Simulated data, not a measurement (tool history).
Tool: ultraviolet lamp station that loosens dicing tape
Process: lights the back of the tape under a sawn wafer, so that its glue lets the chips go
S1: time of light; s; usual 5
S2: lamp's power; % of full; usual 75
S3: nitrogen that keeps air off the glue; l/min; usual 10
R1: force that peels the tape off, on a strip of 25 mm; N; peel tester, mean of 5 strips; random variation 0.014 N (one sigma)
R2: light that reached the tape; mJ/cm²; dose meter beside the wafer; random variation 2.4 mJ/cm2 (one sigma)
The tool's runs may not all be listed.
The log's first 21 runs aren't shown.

| run | day | S1 | S2 | S3 | R1 | R2 |
|---|---|---|---|---|---|---|
| 22 | 12.167 | 5 | 75 | 8 | 1.021 | 223 |
| 23 | 12.833 | 5 | 75 | 8 | 1.04 | 216 |
| 24 | 13.358 | 4 | 84 | 15 | 0.859 | 194 |
| 25 | 14.104 | 4 | 84 | 15 | 0.858 | 192 |
| 26 | 14.554 | 4 | 84 | 15 | 0.846 | 191 |
| 27 | 15.1 | 8 | 62 | 9 | 0.656 | 281 |
| 28 | 15.692 | 3 | 62 | 6 | 2.418 | 102 |
|  | 15.883 | window cleaned of glue's vapour |
| 29 | 16.038 | 2 | 75 | 10 | 2.15 | 103 |
| 30 | 16.7 | 2 | 75 | 10 | 2.174 | 99 |
| 31 | 17.438 | 4 | 86 | 10 | 0.841 | 226 |
| 32 | 17.858 | 4 | 91 | 20 | 0.515 | 241 |
| 33 | 18.362 | 4 | 91 | 4 | 1.342 | 232 |
| 34 | 18.8 | 4 | 91 | 4 | 1.373 | 234 |
| 35 | 19.15 | 6 | 71 | 10 | 0.633 | 277 |
| 36 | 19.925 | 5 | 75 | 20 | 0.508 | 239 |
| 37 | 20.433 | 2 | 87 | 20 | 1.565 | 108 |
| 38 | 21.004 | 4 | 61 | 4 | 2.088 | 153 |
| 39 | 21.508 | 4 | 61 | 6 | 1.824 | 152 |
| 40 | 22.012 | 5 | 86 | 14 | 0.518 | 268 |
| 41 | 22.779 | 3 | 79 | 14 | 1.275 | 150 |
| 42 | 23.267 | 3 | 79 | 14 | 1.339 | 148 |
| 43 | 23.7 | 4 | 75 | 4 | 1.812 | 183 |
| 44 | 24.212 | 3 | 89 | 14 | 1.101 | 164 |

Forecast each of these 4 alternatives for the next run:
| A | 24.808 | 3 | 68 | 14 | ? | ? |
| B | 24.808 | 7 | 91 | 10 | ? | ? |
| C | 24.808 | 6 | 75 | 14 | ? | ? |
| D | 24.808 | 3 | 89 | 17 | ? | ? |

| run | R1 | R2 |
|---|---|---|
| A | 1.597 | 125 |
| B | 0.36 | 387 |
| C | 0.509 | 277 |
| D | 1.022 | 163 |
Without the tool's hidden state the same runs would have given:
| run | R1 | R2 |
|---|---|---|
| A | 1.295 | 149 |
| B | 0.288 | 463 |
| C | 0.384 | 331 |
| D | 0.786 | 194 |
